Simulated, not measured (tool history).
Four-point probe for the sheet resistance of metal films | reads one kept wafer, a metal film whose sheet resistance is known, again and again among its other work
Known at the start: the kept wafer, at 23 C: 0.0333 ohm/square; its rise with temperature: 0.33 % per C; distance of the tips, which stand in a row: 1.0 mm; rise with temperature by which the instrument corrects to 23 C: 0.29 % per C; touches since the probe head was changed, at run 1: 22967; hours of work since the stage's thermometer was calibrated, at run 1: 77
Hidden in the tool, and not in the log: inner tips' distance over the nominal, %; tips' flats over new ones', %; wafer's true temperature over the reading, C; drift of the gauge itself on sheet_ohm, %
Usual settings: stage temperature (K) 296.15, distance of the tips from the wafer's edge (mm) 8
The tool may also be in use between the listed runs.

run   hour  stage temperature (K)  distance of the tips from the wafer's edge (mm)  touches since the probe head was changed  hours of work since the stage's thermometer was calibrated  sheet resistance as the instrument gives it (ohm/square)
  1    0.0                 296.15                                                8                                     22967                                                          77                                                  0.033390
  2    7.9                 296.15                                                5                                     23247                                                          80                                                  0.033805
  3   15.8                 296.15                                               12                                     23525                                                          83                                                  0.033218
  4   26.8                 296.15                                               12                                     23913                                                          88                                                  0.033232
  5   38.3                 301.15                                               12                                     24320                                                          93                                                  0.033309
      40.0  -- stage's thermometer calibrated
  6   51.9                 301.15                                               12                                     24784                                                           5                                                  0.033308
  7   66.7                 301.15                                               12                                     25305                                                          11                                                  0.033316
  8   77.0                 295.15                                                5                                     25668                                                          16                                                  0.033798
  9   87.7                 298.15                                                7                                     26048                                                          20                                                  0.033501
 10  100.4                 308.15                                               41                                     26498                                                          26                                                  0.033291
 11  112.3                 308.15                                               41                                     26916                                                          31                                                  0.033310

4 ways to go on from here, each from the tool as it stands after run 11. What would each give?
  A  124.7                 306.15                                               21                                     27354                                                          36                                                         ?
  B  124.7                 293.15                                                3                                     27354                                                          36                                                         ?
  C  124.7                 298.15                                                5                                     27354                                                          36                                                         ?
  D  124.7                 296.15                                                9                                     27354                                                          36                                                         ?

run  sheet resistance as the instrument gives it (ohm/square)
  A                                                  0.033305
  B                                                  0.034928
  C                                                  0.033845
  D                                                  0.033315
Without the tool's hidden state the same runs would have given:
run  sheet resistance as the instrument gives it (ohm/square)
  A                                                  0.033493
  B                                                  0.035125
  C                                                  0.034036
  D                                                  0.033503
